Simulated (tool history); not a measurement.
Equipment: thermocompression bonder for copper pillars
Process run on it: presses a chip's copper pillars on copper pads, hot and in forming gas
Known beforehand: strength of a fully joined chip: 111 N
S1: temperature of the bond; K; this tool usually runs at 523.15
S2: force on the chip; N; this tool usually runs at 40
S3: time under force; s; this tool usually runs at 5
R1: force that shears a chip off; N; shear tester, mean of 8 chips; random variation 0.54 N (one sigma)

run    hour      S1  S2  S3     R1
  1       0  523.15  40   5   73.1
  2    49.9  523.15  40   5   72.2
  3    83.3  523.15  40   5   71.1
  4   144.9  523.15  40   5   69.2
      180.2  -- forming gas filter changed
  5   197.3  523.15  40   5   74.8
  6     259  523.15  40   9   85.9
  7   315.4  523.15  40  12   87.4
  8   368.3  540.15  40   5   82.7
  9   404.7  540.15  40   5   81.7
      432.1  -- forming gas filter changed
 10   439.4  523.15  25   5   49.9
 11   468.6  523.15  40   6   78.5
 12   513.4  523.15  40   6   78.9
 13   544.7  523.15  40   5   75.8
 14     597  523.15  40   5   73.3
 15   666.4  523.15  40   5   72.3
      684.1  -- forming gas filter changed
 16   729.7  551.15  40   5   93.5
 17   780.2  536.15  40   5   85.3
 18   810.4  523.15  26   5   51.1
 19   861.9  523.15  26   5   51.2
 20   911.8  523.15  40   5     73
      936.2  -- forming gas filter changed
 21   957.2  523.15  40   5   79.4
 22   991.1  523.15  40   5   76.3
 23  1043.4  523.15  40   5   76.3
 24    1105  532.15  34   5   73.3
 25  1146.3  523.15  40   9   84.8
     1151.7  -- force cell calibrated
     1191.5  -- forming gas filter changed
 26  1213.7  541.15  40   9   99.4
 27  1253.1  541.15  40   9   99.8
     1276.8  -- heater calibrated with a thermocouple chip
 28  1315.2  536.15  40   9   90.2
 29  1375.7  536.15  40   9     88
 30  1427.4  523.15  40   3   60.1
       1446  -- forming gas filter changed
 31  1463.2  537.15  45   9   99.2
     1488.8  -- force cell calibrated, once more
 32    1509  537.15  45   9   94.8
 33  1562.9  521.15  36   3   52.7
 34  1591.9  539.15  44   9   92.9
 35  1654.1  539.15  44   9     91
       1699  -- forming gas filter changed
 36  1708.1  500.15  51  10   84.3
 37  1771.6  534.15  50   7   94.7
 38  1807.9  542.15  48  13  101.7
 39  1837.7  495.15  44   3   46.7

Pick out some run-to-run changes in R1. Of each, how much would a tool without hidden state show as well, from the settings, what came in and chance, and how much is left for the hidden state and any gauge scatter not in both results compared?
The hidden state here: true temperature of the bond over the reading, C; force that reaches the chip, % of what is set; oxide that the forming gas leaves, % of the face; drift of the gauge itself on shear_n, %.
Run 9 -> 10: S1 540.15 -> 523.15, S2 40 -> 25, forming gas filter changed. R1 -31.8 N: hidden state +6.1, all else -37.9.
Run 27 -> 28: S1 541.15 -> 536.15, heater calibrated with a thermocouple chip. R1 -9.6 N: hidden state -6.1, all else -3.5.
Run 32 -> 33: S1 537.15 -> 521.15, S2 45 -> 36, S3 9 -> 3. R1 -42.1 N: hidden state +0.7, all else -42.8.
Run 33 -> 34: S1 521.15 -> 539.15, S2 36 -> 44, S3 3 -> 9. R1 +40.2 N: hidden state -2.9, all else +43.1.
Run 35 -> 36: S1 539.15 -> 500.15, S2 44 -> 51, S3 9 -> 10, forming gas filter changed. R1 -6.7 N: hidden state +7.4, all else -14.1.
Run 38 -> 39: S1 542.15 -> 495.15, S2 48 -> 44, S3 13 -> 3. R1 -55 N: hidden state +3.6, all else -58.6.
